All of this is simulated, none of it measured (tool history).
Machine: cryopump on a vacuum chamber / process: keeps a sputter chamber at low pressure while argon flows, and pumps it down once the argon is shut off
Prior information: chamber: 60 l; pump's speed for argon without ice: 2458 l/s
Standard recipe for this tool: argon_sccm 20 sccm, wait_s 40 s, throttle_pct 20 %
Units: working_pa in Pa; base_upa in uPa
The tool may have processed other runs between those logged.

run    hour  argon_sccm  wait_s  throttle_pct  working_pa  base_upa
  1       0          20      40            20      0.0739      1.33
         31  -- pump warmed up, emptied and cooled again
  2    38.5          20      40            20      0.0686      1.25
  3    89.2          37      40            20      0.1276      1.29
  4   157.3          37      40            20      0.1288      1.36
  5   196.9          37      40            20      0.1285      1.29
  6   226.7          37      40            20       0.129      1.32
  7   288.9          37      40            20      0.1281      1.36
  8   336.6          10      40            20      0.0346      1.37
  9   374.2          10      40            20      0.0353      1.36
 10   442.9          10      40            20       0.035       1.4
 11   502.5          10      40            20      0.0353      1.37
 12   546.2           9     158            38      0.0174      0.66
 13   610.5           9     102            20       0.031      0.78
 14   678.1          36     102            20      0.1271      0.84
 15   719.2          36     102            20      0.1291      0.91
 16   770.1          29     137            20      0.1026      0.79
 17     832          20      40            58      0.0267      1.51
 18   866.6          20      40            58      0.0262      1.55
 19   917.6          20      40            58      0.0267      1.56
 20   971.1          17      40            33      0.0383      1.61
 21  1007.8          16      29            20      0.0575      1.98

Branching from run 21: 4 alternative next runs. What would each branch give?
  A  1072.6          20      40            17           ?         ?
  B  1072.6          12     103            39           ?         ?
  C  1072.6          20      40            51           ?         ?
  D  1072.6          11      29            31           ?         ?

run  working_pa  base_upa
  A      0.0845      1.65
  B      0.0231         1
  C      0.0302      1.61
  D      0.0259      1.96
What these runs would have given with no unlogged condition in the tool:
run  working_pa  base_upa
  A      0.0813      1.18
  B      0.0212      0.54
  C       0.027      1.15
  D      0.0241       1.5
